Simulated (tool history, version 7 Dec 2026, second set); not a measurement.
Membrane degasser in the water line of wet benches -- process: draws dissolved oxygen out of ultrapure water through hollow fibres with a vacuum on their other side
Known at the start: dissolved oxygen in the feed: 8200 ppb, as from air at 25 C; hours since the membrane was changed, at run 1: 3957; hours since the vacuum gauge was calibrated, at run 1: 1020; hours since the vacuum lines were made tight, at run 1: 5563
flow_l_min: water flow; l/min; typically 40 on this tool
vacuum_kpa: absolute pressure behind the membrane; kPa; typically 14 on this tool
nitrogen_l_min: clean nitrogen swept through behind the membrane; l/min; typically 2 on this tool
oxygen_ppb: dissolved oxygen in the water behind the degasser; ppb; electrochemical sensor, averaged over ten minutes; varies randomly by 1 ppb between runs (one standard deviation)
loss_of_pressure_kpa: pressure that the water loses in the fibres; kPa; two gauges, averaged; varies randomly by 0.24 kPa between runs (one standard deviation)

run    hour  flow_l_min  vacuum_kpa  nitrogen_l_min  hours since the membrane was changed  hours since the vacuum gauge was calibrated  hours since the vacuum lines were made tight  oxygen_ppb  loss_of_pressure_kpa
  1       0          40          14               2                                  3957                                         1020                                          5563       466.7                 62.56
      152.4  -- seals of the vacuum lines changed
  2   152.4          49          14               2                                  4108                                         1170                                             0       555.1                 77.18
  3   258.3          40          14            3.79                                  4213                                         1276                                           106       266.2                 62.78
  4   440.2          40          14            3.79                                  4395                                         1458                                           288       267.2                 62.97
  5   536.9          40          14            3.79                                  4492                                         1555                                           385       267.2                 62.93
  6   718.7          40          14               2                                  4674                                         1737                                           566       467.4                 62.53
  7   812.6          33          14               2                                  4768                                         1831                                           660       396.3                 51.78
  8   910.6          40          14            1.72                                  4866                                         1929                                           758       528.1                  63.5
  9  1092.2          40          14               2                                  5047                                         2110                                           940       468.6                 63.64
 10    1190          40        18.5               2                                  5145                                         2208                                          1038       646.6                 63.28
 11  1300.8          40        10.8               2                                  5256                                         2319                                          1148       338.1                 63.59
 12  1417.3          40        10.8               2                                  5372                                         2435                                          1265       338.1                 63.31
 13  1579.4          45          14               2                                  5535                                         2597                                          1427         520                 71.95
 14  1667.4          45          14             1.7                                  5622                                         2685                                          1515       592.3                 71.62
 15  1814.2          25        13.7            2.46                                  5769                                         2832                                          1662       250.8                  39.4
 16  1972.3          25        13.7            4.56                                  5927                                         2990                                          1820       141.5                 40.04
 17  2072.4          37         8.5            5.87                                  6028                                         3091                                          1920        85.3                 59.12
 18  2165.8          29        12.4            5.87                                  6121                                         3184                                          2013       113.6                 46.65

Forecast run 19:
 19  2254.9          64        29.3            3.28                                  6210                                         3273                                          2103           ?                     ?

oxygen_ppb: 1043.4 ppb
loss_of_pressure_kpa: 102.77 kPa
Had the tool carried no hidden state, the very same run would have given oxygen_ppb 1029.8 ppb, loss_of_pressure_kpa 98.13 kPa.
